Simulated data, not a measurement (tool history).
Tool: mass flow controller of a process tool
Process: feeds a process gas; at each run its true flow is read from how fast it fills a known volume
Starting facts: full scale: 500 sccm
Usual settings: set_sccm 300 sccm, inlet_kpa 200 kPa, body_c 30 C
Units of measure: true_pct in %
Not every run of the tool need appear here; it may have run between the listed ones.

run	hour	set_sccm	inlet_kpa	body_c	true_pct
1	0.0	300	200	30	99.72
2	44.0	300	200	30	99.71
3	131.9	158	200	30	99.64
4	196.4	300	200	22	100.02
5	281.7	300	200	22	100.19
6	368.6	300	200	22	100.06

Run 7, settings as shown, results not yet in. Your forecast:
7	449.1	300	200	22	?

{"run 7": {"true_pct": 100.11}}
With the hidden condition absent and the run-to-run variation left alone, this run would have shown true_pct 99.89 %.
